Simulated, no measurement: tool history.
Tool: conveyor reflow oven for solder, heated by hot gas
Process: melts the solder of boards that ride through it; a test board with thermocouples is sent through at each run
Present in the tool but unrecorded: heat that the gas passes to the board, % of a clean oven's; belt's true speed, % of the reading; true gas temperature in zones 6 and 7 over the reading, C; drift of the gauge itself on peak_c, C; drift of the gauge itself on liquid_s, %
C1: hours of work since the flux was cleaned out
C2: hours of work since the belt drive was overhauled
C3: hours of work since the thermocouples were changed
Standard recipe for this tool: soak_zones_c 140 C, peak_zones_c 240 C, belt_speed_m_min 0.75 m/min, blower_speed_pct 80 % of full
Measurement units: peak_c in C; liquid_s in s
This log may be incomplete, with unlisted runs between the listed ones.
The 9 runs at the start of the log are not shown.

{"run": 10, "hour": 184.4, "soak_zones_c": 140, "peak_zones_c": 240, "belt_speed_m_min": 0.622, "blower_speed_pct": 80, "C1": 209, "C2": 545, "C3": 545, "peak_c": 233.1, "liquid_s": 70}
{"run": 11, "hour": 204.3, "soak_zones_c": 140, "peak_zones_c": 240, "belt_speed_m_min": 0.75, "blower_speed_pct": 80, "C1": 220, "C2": 556, "C3": 556, "peak_c": 229, "liquid_s": 55.6}
{"run": 12, "hour": 222.0, "soak_zones_c": 140, "peak_zones_c": 240, "belt_speed_m_min": 0.75, "blower_speed_pct": 80, "C1": 230, "C2": 565, "C3": 565, "peak_c": 229.1, "liquid_s": 55.3}
{"run": 13, "hour": 252.0, "soak_zones_c": 140, "peak_zones_c": 240, "belt_speed_m_min": 0.75, "blower_speed_pct": 80, "C1": 246, "C2": 582, "C3": 582, "peak_c": 228.4, "liquid_s": 55.7}
{"run": 14, "hour": 275.4, "soak_zones_c": 140, "peak_zones_c": 240, "belt_speed_m_min": 0.75, "blower_speed_pct": 58, "C1": 259, "C2": 594, "C3": 594, "peak_c": 222.9, "liquid_s": 52.6}
{"run": 15, "hour": 303.7, "soak_zones_c": 140, "peak_zones_c": 240, "belt_speed_m_min": 0.75, "blower_speed_pct": 58, "C1": 274, "C2": 610, "C3": 610, "peak_c": 223.9, "liquid_s": 52.5}
{"run": 16, "hour": 323.5, "soak_zones_c": 140, "peak_zones_c": 235, "belt_speed_m_min": 0.847, "blower_speed_pct": 80, "C1": 285, "C2": 621, "C3": 621, "peak_c": 220.3, "liquid_s": 44.9}
{"run": 17, "hour": 337.7, "soak_zones_c": 143, "peak_zones_c": 229, "belt_speed_m_min": 0.883, "blower_speed_pct": 58, "C1": 293, "C2": 629, "C3": 629, "peak_c": 209, "liquid_s": 35.5}
{"run": 18, "hour": 363.1, "soak_zones_c": 128, "peak_zones_c": 237, "belt_speed_m_min": 0.75, "blower_speed_pct": 80, "C1": 307, "C2": 642, "C3": 642, "peak_c": 224.3, "liquid_s": 49.9}
{"run": 19, "hour": 380.9, "soak_zones_c": 128, "peak_zones_c": 249, "belt_speed_m_min": 0.75, "blower_speed_pct": 85, "C1": 317, "C2": 652, "C3": 652, "peak_c": 236.3, "liquid_s": 55.5}
{"hour": 387.5, "done": "flux residue cleaned out of gas plates and filters"}
{"run": 20, "hour": 413.8, "soak_zones_c": 140, "peak_zones_c": 240, "belt_speed_m_min": 0.722, "blower_speed_pct": 83, "C1": 14, "C2": 668, "C3": 668, "peak_c": 229.2, "liquid_s": 57.7}
{"run": 21, "hour": 437.7, "soak_zones_c": 140, "peak_zones_c": 235, "belt_speed_m_min": 0.648, "blower_speed_pct": 86, "C1": 27, "C2": 681, "C3": 681, "peak_c": 227.7, "liquid_s": 64.3}
{"run": 22, "hour": 466.5, "soak_zones_c": 129, "peak_zones_c": 230, "belt_speed_m_min": 0.648, "blower_speed_pct": 78, "C1": 43, "C2": 696, "C3": 696, "peak_c": 220.8, "liquid_s": 56.9}
{"run": 23, "hour": 487.5, "soak_zones_c": 129, "peak_zones_c": 230, "belt_speed_m_min": 0.648, "blower_speed_pct": 78, "C1": 55, "C2": 708, "C3": 708, "peak_c": 220.9, "liquid_s": 56.5}
{"run": 24, "hour": 500.2, "soak_zones_c": 129, "peak_zones_c": 230, "belt_speed_m_min": 0.648, "blower_speed_pct": 78, "C1": 62, "C2": 715, "C3": 715, "peak_c": 220.6, "liquid_s": 56.9}
{"run": 25, "hour": 517.4, "soak_zones_c": 129, "peak_zones_c": 243, "belt_speed_m_min": 0.648, "blower_speed_pct": 85, "C1": 71, "C2": 724, "C3": 724, "peak_c": 233.1, "liquid_s": 64}
{"hour": 524.3, "done": "belt drive overhauled, speed set with a stopwatch"}
{"run": 26, "hour": 535.0, "soak_zones_c": 154, "peak_zones_c": 237, "belt_speed_m_min": 0.656, "blower_speed_pct": 66, "C1": 79, "C2": 6, "C3": 732, "peak_c": 227.6, "liquid_s": 67.3}
{"hour": 543.6, "done": "flux residue cleaned out of gas plates and filters, once more"}
{"run": 27, "hour": 553.2, "soak_zones_c": 154, "peak_zones_c": 237, "belt_speed_m_min": 0.656, "blower_speed_pct": 66, "C1": 5, "C2": 13, "C3": 739, "peak_c": 229.6, "liquid_s": 68.4}
{"run": 28, "hour": 581.2, "soak_zones_c": 141, "peak_zones_c": 237, "belt_speed_m_min": 0.716, "blower_speed_pct": 56, "C1": 21, "C2": 28, "C3": 754, "peak_c": 223.4, "liquid_s": 54.7}
{"run": 29, "hour": 594.6, "soak_zones_c": 141, "peak_zones_c": 237, "belt_speed_m_min": 0.716, "blower_speed_pct": 56, "C1": 28, "C2": 36, "C3": 762, "peak_c": 223.5, "liquid_s": 55.2}
{"run": 30, "hour": 618.5, "soak_zones_c": 141, "peak_zones_c": 237, "belt_speed_m_min": 0.716, "blower_speed_pct": 56, "C1": 41, "C2": 49, "C3": 775, "peak_c": 223.4, "liquid_s": 54.9}

Here are 3 independent what-if runs from the current tool condition. What would each one return?
{"run": "A", "hour": 642.1, "soak_zones_c": 140, "peak_zones_c": 240, "belt_speed_m_min": 0.686, "blower_speed_pct": 67, "C1": 54, "C2": 62, "C3": 788, "peak_c": "?", "liquid_s": "?"}
{"run": "B", "hour": 642.1, "soak_zones_c": 152, "peak_zones_c": 237, "belt_speed_m_min": 0.762, "blower_speed_pct": 80, "C1": 54, "C2": 62, "C3": 788, "peak_c": "?", "liquid_s": "?"}
{"run": "C", "hour": 642.1, "soak_zones_c": 151, "peak_zones_c": 240, "belt_speed_m_min": 0.75, "blower_speed_pct": 58, "C1": 54, "C2": 62, "C3": 788, "peak_c": "?", "liquid_s": "?"}

run=A peak_c=229.6 liquid_s=61.3
run=B peak_c=228.5 liquid_s=57.8
run=C peak_c=226.7 liquid_s=57.6
With the hidden condition removed and each run's random variation left untouched, the same runs would have given:
run=A peak_c=227.6 liquid_s=60.3
run=B peak_c=226.5 liquid_s=57
run=C peak_c=224.8 liquid_s=56.7

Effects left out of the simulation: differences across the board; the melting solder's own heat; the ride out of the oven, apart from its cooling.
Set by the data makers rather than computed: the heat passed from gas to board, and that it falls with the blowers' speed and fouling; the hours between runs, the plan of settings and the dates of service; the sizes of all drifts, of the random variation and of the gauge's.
